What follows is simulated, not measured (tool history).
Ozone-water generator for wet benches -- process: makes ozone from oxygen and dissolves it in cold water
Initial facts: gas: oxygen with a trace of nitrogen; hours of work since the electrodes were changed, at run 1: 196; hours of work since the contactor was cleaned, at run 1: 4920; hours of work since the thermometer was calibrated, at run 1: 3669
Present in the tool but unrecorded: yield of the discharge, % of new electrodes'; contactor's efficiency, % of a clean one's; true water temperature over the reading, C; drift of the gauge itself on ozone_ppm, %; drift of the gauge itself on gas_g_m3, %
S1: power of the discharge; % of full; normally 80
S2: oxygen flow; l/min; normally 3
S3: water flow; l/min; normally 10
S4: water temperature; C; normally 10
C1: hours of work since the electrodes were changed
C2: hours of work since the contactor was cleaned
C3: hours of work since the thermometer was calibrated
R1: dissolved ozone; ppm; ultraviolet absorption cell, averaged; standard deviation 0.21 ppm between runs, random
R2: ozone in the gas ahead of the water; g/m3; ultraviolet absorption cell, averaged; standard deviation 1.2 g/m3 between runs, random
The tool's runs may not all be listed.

run    hour  S1    S2  S3  S4    C1    C2    C3    R1     R2
  1       0  80     3  10  10   196  4920  3669  29.7  212.4
  2   144.6  80     3  10  10   292  5016  3765  29.6  210.8
  3   311.8  80     3  15  10   402  5126  3875  21.6  210.4
  4   482.5  80     3  15  10   515  5239  3988  21.3  211.5
  5   579.7  80     3  10  10   579  5303  4053  29.4  208.8
  6   719.2  80     3  10  10   672  5396  4145  29.1  209.4
  7   894.9  80     3  10  10   788  5512  4261  29.1  209.7
  8    1021  80     3  10  10   872  5596  4345    29  209.6
  9  1149.1  80     3  10  10   956  5680  4430  29.1  207.8
 10  1309.3  71     3  10  10  1062  5786  4536  26.2  188.7
 11  1399.9  71     3  10  10  1122  5846  4596  26.3    189
 12  1537.9  80     3  10  10  1214  5938  4687  28.8  209.4
 13  1699.1  98     3  10  10  1320  6044  4793  34.3  246.2
 14  1828.1  98     3  10  10  1406  6130  4879  34.3  247.7
       1905  -- water thermometer calibrated
 15  2025.4  91     3  10  10  1536  6260    80  32.2  228.7
 16  2191.1  91     3  10  10  1646  6370   189    32    231
 17  2281.3  91     3  10  10  1705  6429   249  31.7    230
 18  2467.2  82  4.65   9  10  1828  6552   372  32.1  171.6
 19  2567.3  43     3  10  15  1895  6619   438  15.7  121.7
 20  2749.9  62  1.68   9   5  2015  6739   559  23.9  215.2
 21  2853.6  62  3.68   9  15  2084  6808   628  23.1  148.6
 22  3005.3  62  3.68   9  15  2184  6908   728  22.7  149.6
 23  3187.8  62  3.68   9  15  2305  7029   849  23.1  149.7
 24  3339.8  80  2.11   7   9  2406  7130   950  35.1  243.2
 25  3531.1  53  2.21   9  10  2532  7256  1076  20.8  165.9
 26  3701.4  53     3   7  10  2645  7369  1189    25  144.2
 27    3803  53     3   7  10  2712  7436  1256  25.1  144.2
 28  3968.4  59  1.66   7  10  2822  7546  1366  25.7  206.7
 29  4074.2  87  2.83  13   7  2892  7616  1436  25.2  222.2
 30  4224.1  52  2.83   7   7  2991  7715  1535  25.8  145.8
 31  4314.9  69     3  13  13  3051  7775  1595  19.6  177.4
 32  4430.8  64     3  13  10  3128  7852  1672  18.8    168
 33  4561.3  64     3  13  10  3214  7938  1758  18.7  166.2

Below are 3 alternative next runs, each starting from the tool's condition after run 33. Predict each:
  A  4654.1  80     3  10  10  3276  8000  1819   ?   ?
  B  4654.1  42  3.74  10  16  3276  8000  1819   ?   ?
  C  4654.1  80     3  10  10  3276  8000  1819   ?   ?

run    R1     R2
  A  27.8  200.7
  B    15  106.7
  C  27.5  201.4
With the hidden condition removed and each run's random variation left untouched, the same runs would have given:
run    R1     R2
  A  31.1  211.7
  B  16.4  109.6
  C  30.9  212.3
